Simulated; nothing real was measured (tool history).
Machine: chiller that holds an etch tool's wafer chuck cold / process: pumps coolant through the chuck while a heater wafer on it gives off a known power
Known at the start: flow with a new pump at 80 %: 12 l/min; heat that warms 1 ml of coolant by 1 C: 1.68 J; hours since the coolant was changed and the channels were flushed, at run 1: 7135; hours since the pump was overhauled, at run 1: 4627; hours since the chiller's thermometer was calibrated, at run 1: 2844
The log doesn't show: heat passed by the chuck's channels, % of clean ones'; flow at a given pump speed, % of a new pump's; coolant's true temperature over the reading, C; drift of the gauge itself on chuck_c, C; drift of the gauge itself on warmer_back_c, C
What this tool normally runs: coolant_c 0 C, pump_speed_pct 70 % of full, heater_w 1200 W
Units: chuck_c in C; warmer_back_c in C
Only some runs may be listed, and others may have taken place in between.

| run | day | coolant_c | pump_speed_pct | heater_w | hours since the coolant was changed and the channels were flushed | hours since the pump was overhauled | hours since the chiller's thermometer was calibrated | chuck_c | warmer_back_c |
|---|---|---|---|---|---|---|---|---|---|
| 1 | 0.000 | 0 | 70 | 1200 | 7135 | 4627 | 2844 | 10.0 | 4.08 |
| 2 | 6.300 | 0 | 70 | 1200 | 7286 | 4778 | 2995 | 10.1 | 4.15 |
| 3 | 8.921 | 0 | 70 | 1200 | 7349 | 4841 | 3058 | 9.9 | 4.19 |
|  | 13.396 | coolant changed, channels flushed |
| 4 | 14.483 | 0 | 70 | 1200 | 26 | 4968 | 3185 | 10.1 | 4.16 |
| 5 | 17.433 | 0 | 70 | 1200 | 97 | 5039 | 3256 | 9.9 | 4.17 |
| 6 | 23.292 | 8 | 70 | 1200 | 238 | 5180 | 3397 | 18.0 | 4.18 |
| 7 | 27.125 | 7 | 66 | 1200 | 330 | 5272 | 3489 | 17.8 | 4.47 |

What does the tool deliver on the next run?
| 8 | 32.388 | 7 | 66 | 1200 | 456 | 5398 | 3615 | ? | ? |

{"run 8": {"chuck_c": 17.5, "warmer_back_c": 4.45}}
With the hidden condition absent and the run-to-run variation left alone, this run would have shown chuck_c 17.5 C, warmer_back_c 4.37 C.

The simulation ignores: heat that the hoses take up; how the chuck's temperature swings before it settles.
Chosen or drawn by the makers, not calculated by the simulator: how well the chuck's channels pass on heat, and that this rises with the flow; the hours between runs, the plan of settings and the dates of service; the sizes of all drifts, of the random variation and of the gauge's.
